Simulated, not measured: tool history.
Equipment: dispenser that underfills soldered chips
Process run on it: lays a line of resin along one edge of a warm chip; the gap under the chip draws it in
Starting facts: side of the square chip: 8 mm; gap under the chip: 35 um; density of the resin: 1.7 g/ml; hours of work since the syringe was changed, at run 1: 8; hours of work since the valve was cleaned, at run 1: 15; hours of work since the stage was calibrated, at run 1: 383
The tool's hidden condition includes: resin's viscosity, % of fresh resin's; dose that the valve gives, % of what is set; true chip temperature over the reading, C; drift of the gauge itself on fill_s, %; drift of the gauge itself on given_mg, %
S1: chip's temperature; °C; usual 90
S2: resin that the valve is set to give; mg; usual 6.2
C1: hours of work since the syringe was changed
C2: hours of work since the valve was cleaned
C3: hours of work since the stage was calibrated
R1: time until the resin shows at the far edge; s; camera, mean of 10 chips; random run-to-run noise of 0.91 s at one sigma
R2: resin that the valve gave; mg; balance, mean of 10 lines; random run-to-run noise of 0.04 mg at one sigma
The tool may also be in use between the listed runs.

run	hour	S1	S2	C1	C2	C3	R1	R2
1	0	90	6.2	8	15	383	127.5	6.11
# hour 3.4: new syringe of resin
2	12.5	90	7.53	7	25	392	123	7.34
# hour 16.5: new syringe of resin
3	24.9	80	7.53	7	34	402	174.9	7.3
# hour 29.7: new syringe of resin
4	34.1	80	7.53	4	41	409	149.4	7.25
# hour 43.2: new syringe of resin
5	44.7	80	7.53	1	50	417	128	7.17
# hour 49: dispensing valve cleaned and set on the balance
6	55.3	80	7.53	9	5	425	201.5	7.41
# hour 57.2: new syringe of resin
7	68.5	80	7.53	9	15	435	206.3	7.38
# hour 70.7: new syringe of resin
8	77.7	80	7.53	6	22	442	166.8	7.37
# hour 84.5: new syringe of resin
9	85.1	80	7.53	1	28	448	120.9	7.25
10	93.8	80	7.53	7	35	455	184.1	7.33
# hour 97.9: new syringe of resin
11	108.3	80	7.53	8	46	466	192.9	7.19
# hour 111.1: new syringe of resin
# hour 117.1: dispensing valve cleaned and set on the balance
12	121.2	80	7.53	7	3	475	179.5	7.58
# hour 125.8: new syringe of resin
13	133.8	88	7.53	6	13	485	128.1	7.4
# hour 138.9: new syringe of resin
14	143.2	88	7.53	3	20	492	106.2	7.39
15	151.4	104	6.2	10	27	499	89.6	6.08
# hour 152.6: new syringe of resin
16	161.4	104	6.2	7	34	506	76.1	5.99
# hour 166.3: new syringe of resin
17	173.1	90	6.03	5	43	515	112.6	5.82
# hour 179.6: new syringe of resin
18	179.6	99	6.84	0	48	520	58.6	6.45
# hour 185.6: dispensing valve cleaned and set on the balance
# hour 193.9: new syringe of resin
19	194.9	90	5.88	1	7	531	87.3	5.86
# hour 206.8: new syringe of resin
20	209.5	103	6.2	2	19	543	60.5	6.16
# hour 219.6: new syringe of resin
21	219.6	90	7.79	0	26	551	80.7	7.73
22	229.9	76	5.83	8	34	559	228.8	5.64
# hour 232.8: new syringe of resin
23	236.4	100	7.9	3	39	564	66.3	7.64
24	242.3	103	6.63	8	44	568	79.7	6.44
# hour 245.9: new syringe of resin
# hour 253.8: dispensing valve cleaned and set on the balance
25	257.6	94	6.06	9	3	579	113.6	6.05
# hour 259.9: new syringe of resin
26	263.9	92	6.91	3	8	584	91.4	6.83
# hour 273.3: new syringe of resin
27	278.7	102	7.37	4	19	596	67.9	7.29
# hour 286.6: new syringe of resin
28	286.6	80	7.92	0	25	602	117	7.69
# hour 300.1: new syringe of resin
29	300.7	80	7.92	0	36	613	121	7.68
30	310.1	85	6.2	8	44	620	161.9	6.01
# hour 313.7: new syringe of resin
# hour 316.5: stage's temperature calibrated
31	317.7	85	6.2	2	49	1	120.2	5.99
# hour 323.1: dispensing valve cleaned and set on the balance
32	325.9	85	6.2	8	2	7	169.4	6.12
# hour 328.6: new syringe of resin
33	334.2	87	5.93	4	9	13	129.1	5.85

For each entry between runs, how does the tool's hidden state at the last listed run before it compare with that at the first listed run after it?
From run 1 to run 2: new syringe of resin (hour 3.4)
  resin's viscosity, % of fresh resin's: 157.4 -> 151.3; dose that the valve gives, % of what is set: 98.62 -> 97.85; true chip temperature over the reading, C: 1.13 -> 1.16
  measured value less the no-hidden-state value, R1: +43.3 -> +38.2 s; R2: -0.09 -> -0.16 mg
From run 2 to run 3: new syringe of resin (hour 16.5)
  resin's viscosity, % of fresh resin's: 151.3 -> 147.2; dose that the valve gives, % of what is set: 97.85 -> 97.03; true chip temperature over the reading, C: 1.16 -> 1.19
  measured value less the no-hidden-state value, R1: +38.2 -> +50.6 s; R2: -0.16 -> -0.23 mg
From run 3 to run 4: new syringe of resin (hour 29.7)
  resin's viscosity, % of fresh resin's: 147.2 -> 124.7; dose that the valve gives, % of what is set: 97.03 -> 96.4; true chip temperature over the reading, C: 1.19 -> 1.22
  measured value less the no-hidden-state value, R1: +50.6 -> +24.1 s; R2: -0.23 -> -0.27 mg
From run 4 to run 5: new syringe of resin (hour 43.2)
  resin's viscosity, % of fresh resin's: 124.7 -> 108.7; dose that the valve gives, % of what is set: 96.4 -> 95.77; true chip temperature over the reading, C: 1.22 -> 1.24
  measured value less the no-hidden-state value, R1: +24.1 -> +4.6 s; R2: -0.27 -> -0.32 mg
From run 5 to run 6: dispensing valve cleaned and set on the balance (hour 49)
  resin's viscosity, % of fresh resin's: 108.7 -> 171.4; dose that the valve gives, % of what is set: 95.77 -> 99.5; true chip temperature over the reading, C: 1.24 -> 1.26
  measured value less the no-hidden-state value, R1: +4.6 -> +77.8 s; R2: -0.32 -> -0.04 mg
From run 6 to run 7: new syringe of resin (hour 57.2)
  resin's viscosity, % of fresh resin's: 171.4 -> 171.8; dose that the valve gives, % of what is set: 99.5 -> 98.67; true chip temperature over the reading, C: 1.26 -> 1.3
  measured value less the no-hidden-state value, R1: +77.8 -> +80 s; R2: -0.04 -> -0.1 mg
From run 7 to run 8: new syringe of resin (hour 70.7)
  resin's viscosity, % of fresh resin's: 171.8 -> 138.3; dose that the valve gives, % of what is set: 98.67 -> 98.09; true chip temperature over the reading, C: 1.3 -> 1.32
  measured value less the no-hidden-state value, R1: +80 -> +39.9 s; R2: -0.1 -> -0.14 mg
From run 8 to run 9: new syringe of resin (hour 84.5)
  resin's viscosity, % of fresh resin's: 138.3 -> 103.6; dose that the valve gives, % of what is set: 98.09 -> 97.61; true chip temperature over the reading, C: 1.32 -> 1.34
  measured value less the no-hidden-state value, R1: +39.9 -> -2 s; R2: -0.14 -> -0.18 mg
From run 10 to run 11: new syringe of resin (hour 97.9)
  resin's viscosity, % of fresh resin's: 156.2 -> 163.6; dose that the valve gives, % of what is set: 97.1 -> 96.23; true chip temperature over the reading, C: 1.36 -> 1.39
  measured value less the no-hidden-state value, R1: +59.8 -> +68.6 s; R2: -0.22 -> -0.28 mg
From run 11 to run 12: new syringe of resin (hour 111.1); dispensing valve cleaned and set on the balance (hour 117.1)
  resin's viscosity, % of fresh resin's: 163.6 -> 153.8; dose that the valve gives, % of what is set: 96.23 -> 99.54; true chip temperature over the reading, C: 1.39 -> 1.42
  measured value less the no-hidden-state value, R1: +68.6 -> +56.1 s; R2: -0.28 -> -0.04 mg
From run 12 to run 13: new syringe of resin (hour 125.8)
  resin's viscosity, % of fresh resin's: 153.8 -> 146.8; dose that the valve gives, % of what is set: 99.54 -> 98.77; true chip temperature over the reading, C: 1.42 -> 1.45
  measured value less the no-hidden-state value, R1: +56.1 -> +36.2 s; R2: -0.04 -> -0.09 mg
From run 13 to run 14: new syringe of resin (hour 138.9)
  resin's viscosity, % of fresh resin's: 146.8 -> 123.3; dose that the valve gives, % of what is set: 98.77 -> 98.16; true chip temperature over the reading, C: 1.45 -> 1.48
  measured value less the no-hidden-state value, R1: +36.2 -> +15.4 s; R2: -0.09 -> -0.13 mg
From run 15 to run 16: new syringe of resin (hour 152.6)
  resin's viscosity, % of fresh resin's: 181.6 -> 152.7; dose that the valve gives, % of what is set: 97.63 -> 96.98; true chip temperature over the reading, C: 1.5 -> 1.52
  measured value less the no-hidden-state value, R1: +37.8 -> +23.8 s; R2: -0.15 -> -0.19 mg
From run 16 to run 17: new syringe of resin (hour 166.3)
  resin's viscosity, % of fresh resin's: 152.7 -> 136.1; dose that the valve gives, % of what is set: 96.98 -> 96.3; true chip temperature over the reading, C: 1.52 -> 1.55
  measured value less the no-hidden-state value, R1: +23.8 -> +25.4 s; R2: -0.19 -> -0.22 mg
From run 17 to run 18: new syringe of resin (hour 179.6)
  resin's viscosity, % of fresh resin's: 136.1 -> 100.4; dose that the valve gives, % of what is set: 96.3 -> 95.91; true chip temperature over the reading, C: 1.55 -> 1.57
  measured value less the no-hidden-state value, R1: +25.4 -> -2.9 s; R2: -0.22 -> -0.28 mg
From run 18 to run 19: dispensing valve cleaned and set on the balance (hour 185.6); new syringe of resin (hour 193.9)
  resin's viscosity, % of fresh resin's: 100.4 -> 107; dose that the valve gives, % of what is set: 95.91 -> 99.49; true chip temperature over the reading, C: 1.57 -> 1.6
  measured value less the no-hidden-state value, R1: -2.9 -> +0.9 s; R2: -0.28 -> -0.03 mg
From run 19 to run 20: new syringe of resin (hour 206.8)
  resin's viscosity, % of fresh resin's: 107 -> 115.3; dose that the valve gives, % of what is set: 99.49 -> 98.6; true chip temperature over the reading, C: 1.6 -> 1.64
  measured value less the no-hidden-state value, R1: +0.9 -> +5.1 s; R2: -0.03 -> -0.08 mg
From run 20 to run 21: new syringe of resin (hour 219.6)
  resin's viscosity, % of fresh resin's: 115.3 -> 100; dose that the valve gives, % of what is set: 98.6 -> 98.01; true chip temperature over the reading, C: 1.64 -> 1.66
  measured value less the no-hidden-state value, R1: +5.1 -> -5 s; R2: -0.08 -> -0.16 mg
From run 22 to run 23: new syringe of resin (hour 232.8)
  resin's viscosity, % of fresh resin's: 162.8 -> 119.5; dose that the valve gives, % of what is set: 97.33 -> 96.97; true chip temperature over the reading, C: 1.68 -> 1.7
  measured value less the no-hidden-state value, R1: +79.1 -> +7.5 s; R2: -0.16 -> -0.24 mg
From run 24 to run 25: new syringe of resin (hour 245.9); dispensing valve cleaned and set on the balance (hour 253.8)
  resin's viscosity, % of fresh resin's: 158.5 -> 162.5; dose that the valve gives, % of what is set: 96.61 -> 99.7; true chip temperature over the reading, C: 1.71 -> 1.75
  measured value less the no-hidden-state value, R1: +26.6 -> +39.3 s; R2: -0.23 -> -0.02 mg
From run 25 to run 26: new syringe of resin (hour 259.9)
  resin's viscosity, % of fresh resin's: 162.5 -> 123.2; dose that the valve gives, % of what is set: 99.7 -> 99.3; true chip temperature over the reading, C: 1.75 -> 1.77
  measured value less the no-hidden-state value, R1: +39.3 -> +12.3 s; R2: -0.02 -> -0.04 mg
From run 26 to run 27: new syringe of resin (hour 273.3)
  resin's viscosity, % of fresh resin's: 123.2 -> 130.7; dose that the valve gives, % of what is set: 99.3 -> 98.36; true chip temperature over the reading, C: 1.77 -> 1.8
  measured value less the no-hidden-state value, R1: +12.3 -> +12.7 s; R2: -0.04 -> -0.12 mg
From run 27 to run 28: new syringe of resin (hour 286.6)
  resin's viscosity, % of fresh resin's: 130.7 -> 100.9; dose that the valve gives, % of what is set: 98.36 -> 97.86; true chip temperature over the reading, C: 1.8 -> 1.82
  measured value less the no-hidden-state value, R1: +12.7 -> -7.5 s; R2: -0.12 -> -0.17 mg
From run 28 to run 29: new syringe of resin (hour 300.1)
  resin's viscosity, % of fresh resin's: 100.9 -> 103.9; dose that the valve gives, % of what is set: 97.86 -> 96.97; true chip temperature over the reading, C: 1.82 -> 1.85
  measured value less the no-hidden-state value, R1: -7.5 -> -4.1 s; R2: -0.17 -> -0.24 mg
From run 30 to run 31: new syringe of resin (hour 313.7); stage's temperature calibrated (hour 316.5)
  resin's viscosity, % of fresh resin's: 162.9 -> 114; dose that the valve gives, % of what is set: 96.39 -> 95.99; true chip temperature over the reading, C: 1.88 -> -0.13
  measured value less the no-hidden-state value, R1: +55.4 -> +15.8 s; R2: -0.22 -> -0.25 mg
From run 31 to run 32: dispensing valve cleaned and set on the balance (hour 323.1)
  resin's viscosity, % of fresh resin's: 114 -> 160.8; dose that the valve gives, % of what is set: 95.99 -> 99.82; true chip temperature over the reading, C: -0.13 -> -0.11
  measured value less the no-hidden-state value, R1: +15.8 -> +64.3 s; R2: -0.25 -> -0.01 mg
From run 32 to run 33: new syringe of resin (hour 328.6)
  resin's viscosity, % of fresh resin's: 160.8 -> 132.9; dose that the valve gives, % of what is set: 99.82 -> 99.32; true chip temperature over the reading, C: -0.11 -> -0.09
  measured value less the no-hidden-state value, R1: +64.3 -> +32.5 s; R2: -0.01 -> -0.04 mg

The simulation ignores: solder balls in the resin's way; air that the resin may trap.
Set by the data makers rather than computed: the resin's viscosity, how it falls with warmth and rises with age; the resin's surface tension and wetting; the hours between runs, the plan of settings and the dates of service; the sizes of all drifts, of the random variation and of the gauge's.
